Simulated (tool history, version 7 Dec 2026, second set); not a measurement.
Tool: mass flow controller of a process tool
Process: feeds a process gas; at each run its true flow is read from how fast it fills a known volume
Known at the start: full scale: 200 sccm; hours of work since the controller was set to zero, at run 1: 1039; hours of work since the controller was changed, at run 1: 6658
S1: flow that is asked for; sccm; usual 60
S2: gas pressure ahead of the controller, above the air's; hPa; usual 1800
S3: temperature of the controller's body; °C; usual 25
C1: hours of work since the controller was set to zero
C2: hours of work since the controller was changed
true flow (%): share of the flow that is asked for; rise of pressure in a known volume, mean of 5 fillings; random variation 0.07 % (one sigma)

Run 1, hour 0.0: usual settings; C1 1039; C2 6658. Result: true flow (%) 99.40.
Run 2, hour 417.1: usual settings; C1 1347; C2 6966. Result: true flow (%) 99.30.
Run 3, hour 614.9: usual settings but S3 27 °C; C1 1494; C2 7113. Result: true flow (%) 99.30.
Run 4, hour 892.5: usual settings; C1 1699; C2 7318. Result: true flow (%) 99.25.
Run 5, hour 1292.2: usual settings; C1 1995; C2 7614. Result: true flow (%) 99.06.
Run 6, hour 1704.6: usual settings; C1 2300; C2 7919. Result: true flow (%) 98.91.
Run 7, hour 1990.1: usual settings; C1 2511; C2 8130. Result: true flow (%) 98.91.
Run 8, hour 2191.8: usual settings but S3 31 °C; C1 2661; C2 8280. Result: true flow (%) 99.33.
At hour 2374.5: controller exchanged for a calibrated one.
Run 9, hour 2605.9: usual settings but S3 31 °C; C1 171; C2 171. Result: true flow (%) 99.24.
Run 10, hour 2817.4: usual settings but S2 1870 hPa; C1 328; C2 328. Result: true flow (%) 98.54.
Run 11, hour 3100.4: usual settings but S2 1870 hPa; C1 537; C2 537. Result: true flow (%) 98.64.
Run 12, hour 3396.2: usual settings; C1 756; C2 756. Result: true flow (%) 98.71.
Run 13, hour 3780.2: usual settings but S1 123 sccm, S2 2070 hPa, S3 34 °C; C1 1040; C2 1040. Result: true flow (%) 99.41.
Run 14, hour 4120.6: usual settings but S1 123 sccm, S2 2070 hPa, S3 34 °C; C1 1292; C2 1292. Result: true flow (%) 99.24.
Run 15, hour 4357.9: usual settings but S1 169 sccm, S2 2220 hPa, S3 34 °C; C1 1468; C2 1468. Result: true flow (%) 99.36.
Run 16, hour 4774.2: usual settings but S1 39 sccm, S2 1500 hPa, S3 20 °C; C1 1776; C2 1776. Result: true flow (%) 97.77.
Run 17, hour 5055.4: usual settings but S1 39 sccm, S2 1500 hPa, S3 20 °C; C1 1984; C2 1984. Result: true flow (%) 97.79.
Run 18, hour 5281.0: usual settings but S1 30 sccm, S2 1710 hPa, S3 26 °C; C1 2151; C2 2151. Result: true flow (%) 98.00.
Run 19, hour 5575.9: usual settings but S1 121 sccm, S2 1480 hPa, S3 39 °C; C1 2369; C2 2369. Result: true flow (%) 99.33.
Run 20, hour 5920.8: usual settings but S1 78 sccm, S2 1780 hPa, S3 39 °C; C1 2624; C2 2624. Result: true flow (%) 99.03.

Forecast run 21:
Run 21, hour 6098.6: usual settings but S1 75 sccm; C1 2756; C2 2756. Result: true flow (%) ?.

{"run 21": {"true flow (%)": 97.95}}
Without the tool's hidden state the same run would have given true flow (%) 99.41.

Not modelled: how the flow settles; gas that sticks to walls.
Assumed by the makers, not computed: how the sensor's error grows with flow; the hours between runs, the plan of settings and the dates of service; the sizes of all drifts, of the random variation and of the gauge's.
